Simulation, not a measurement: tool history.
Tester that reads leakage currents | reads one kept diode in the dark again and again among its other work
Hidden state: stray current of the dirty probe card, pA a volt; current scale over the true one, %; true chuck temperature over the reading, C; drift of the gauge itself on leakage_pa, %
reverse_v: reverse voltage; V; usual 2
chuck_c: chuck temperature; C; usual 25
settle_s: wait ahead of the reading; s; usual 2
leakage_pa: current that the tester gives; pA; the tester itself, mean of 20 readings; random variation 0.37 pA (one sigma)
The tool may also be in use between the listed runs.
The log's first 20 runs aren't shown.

run    hour  reverse_v  chuck_c  settle_s  hours of work since the probe card was cleaned  hours of work since the tester was calibrated  hours of work since the chuck was calibrated  leakage_pa
 21   614.2       1.79       23      0.67                                             884                                            435                                           190      105.82
        620  -- tester calibrated
 22   648.6       1.79       23      0.67                                             899                                             13                                           205       105.5
 23   677.9       1.79       23      0.67                                             912                                             26                                           218       106.3
 24   715.7       2.41       48      0.67                                             929                                             43                                           235      891.96
 25   758.3       2.41       48      0.67                                             949                                             63                                           255      897.85
 26   778.8       2.91       34         2                                             958                                             72                                           264      320.62
        806  -- tester calibrated, once more
 27   811.3          2       49         2                                             972                                              2                                           278      908.24
 28   846.4          2       49         2                                             988                                             18                                           294      913.93
 29   870.1          2       49         2                                             998                                             29                                           304      912.51
 30   888.9          2       49         2                                            1007                                             38                                           313      915.08
 31   908.4       1.68       50       3.9                                            1016                                             46                                           322      926.34
 32   942.6       2.57       30      1.12                                            1031                                             62                                           337      224.59
 33   979.6      10.64       27      1.12                                            1048                                             79                                           354      302.55
 34  1022.2       5.21       25      1.24                                            1067                                             98                                           373      193.96
 35    1060       5.21       25      1.24                                            1084                                            115                                           390      194.44
 36  1089.7       1.44       25      2.29                                            1098                                            128                                           404      119.46
 37  1122.3       8.25       47      2.29                                            1113                                            143                                           418     1325.51
 38  1150.1       8.25       47      2.29                                            1125                                            156                                           431     1333.68
 39  1176.7      14.26       44       1.7                                            1137                                            168                                           443     1307.53
 40  1196.4      14.26       44       1.7                                            1146                                            177                                           452     1305.19

Forecast each of these 4 alternatives for the next run:
  A  1235.9       2.32       44      8.02                                            1164                                            195                                           470           ?
  B  1235.9       1.36       44       6.1                                            1164                                            195                                           470           ?
  C  1235.9      19.83       55      0.38                                            1164                                            195                                           470           ?
  D  1235.9       6.22       42         2                                            1164                                            195                                           470           ?

run  leakage_pa
  A      667.65
  B      549.43
  C     3316.09
  D      826.95
Without the tool's hidden state the same runs would have given:
run  leakage_pa
  A      620.33
  B      511.48
  C     3080.16
  D      761.63
